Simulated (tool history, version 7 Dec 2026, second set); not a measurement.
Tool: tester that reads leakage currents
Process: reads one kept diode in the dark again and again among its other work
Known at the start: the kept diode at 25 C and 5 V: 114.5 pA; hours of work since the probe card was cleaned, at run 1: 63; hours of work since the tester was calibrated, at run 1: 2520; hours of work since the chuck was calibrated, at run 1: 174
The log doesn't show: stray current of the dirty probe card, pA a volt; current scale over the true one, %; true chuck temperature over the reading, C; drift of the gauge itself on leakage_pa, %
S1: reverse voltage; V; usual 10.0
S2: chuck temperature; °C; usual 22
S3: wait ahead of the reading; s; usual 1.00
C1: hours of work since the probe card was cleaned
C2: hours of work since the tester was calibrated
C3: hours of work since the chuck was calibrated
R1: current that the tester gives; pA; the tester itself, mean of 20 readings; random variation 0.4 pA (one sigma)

run	day	S1	S2	S3	C1	C2	C3	R1
1	0.000	10.0	22	1.00	63	2520	174	128.02
2	3.646	10.0	22	0.97	127	2585	239	127.48
3	6.733	10.0	44	1.00	182	2639	293	720.06
4	10.388	10.0	44	1.00	247	2704	358	715.80
5	14.388	10.0	44	1.00	318	2775	429	709.65
6	17.754	10.0	22	1.00	377	2834	488	126.89
7	19.479	10.0	22	1.00	408	2865	519	126.27
8	23.121	10.0	22	1.00	472	2929	583	125.54
9	25.638	4.9	22	1.00	517	2974	628	84.44
10	28.838	10.0	22	1.00	573	3030	684	125.02
# day 29.246: chuck's temperature calibrated
11	32.962	10.0	22	1.00	645	3102	66	134.45
12	35.433	10.0	22	2.44	689	3146	110	133.31
13	37.458	10.0	57	1.00	724	3182	145	1836.93
14	41.542	10.0	57	1.00	797	3254	218	1832.14
15	44.725	10.0	57	1.00	853	3310	274	1827.98
16	48.029	10.0	57	1.00	912	3369	333	1804.79
17	50.792	10.0	57	1.00	961	3418	381	1798.87
18	54.004	10.0	22	1.00	1017	3474	438	133.22
19	55.958	3.3	22	1.00	1052	3509	473	69.99
20	59.975	3.3	22	1.00	1123	3580	544	69.88
21	63.488	3.3	22	1.00	1185	3642	606	69.62
22	65.967	5.3	25	0.52	1229	3686	650	116.41
# day 68.033: chuck's temperature calibrated
23	69.517	5.3	25	0.52	1291	3748	26	126.42
24	71.542	4.9	25	0.40	1326	3784	62	121.22
25	74.208	4.9	25	0.40	1374	3831	109	120.30
26	77.579	4.9	40	0.40	1433	3890	169	379.98
27	80.375	4.2	41	1.00	1483	3940	218	373.71
28	83.129	1.3	41	1.00	1532	3989	267	195.02
29	85.508	4.1	41	0.49	1574	4031	309	366.43
30	89.167	1.1	44	2.28	1638	4096	374	221.24
31	91.821	7.7	37	2.06	1685	4142	421	378.20
32	94.654	10.0	34	2.85	1736	4193	471	348.82
33	98.329	10.0	34	2.85	1801	4258	536	346.12
34	101.500	4.0	22	0.46	1857	4314	592	82.76
35	105.425	4.0	55	9.09	1926	4383	662	953.31
# day 106.938: chuck's temperature calibrated
36	108.621	4.0	55	9.09	1981	4438	30	998.18
37	110.492	4.0	55	9.09	2014	4471	63	995.25
38	114.446	1.1	43	0.49	2084	4542	133	209.41
39	117.579	1.1	43	0.49	2140	4597	188	207.35

Forecast each of these 3 alternatives for the next run:
A	119.442	1.6	41	0.43	2173	4630	221	?
B	119.442	5.6	22	1.00	2173	4630	221	?
C	119.442	1.1	43	2.09	2173	4630	221	?

run	R1
A	218.31
B	104.10
C	206.69
Without the tool's hidden state the same runs would have given:
run	R1
A	221.71
B	95.63
C	210.73
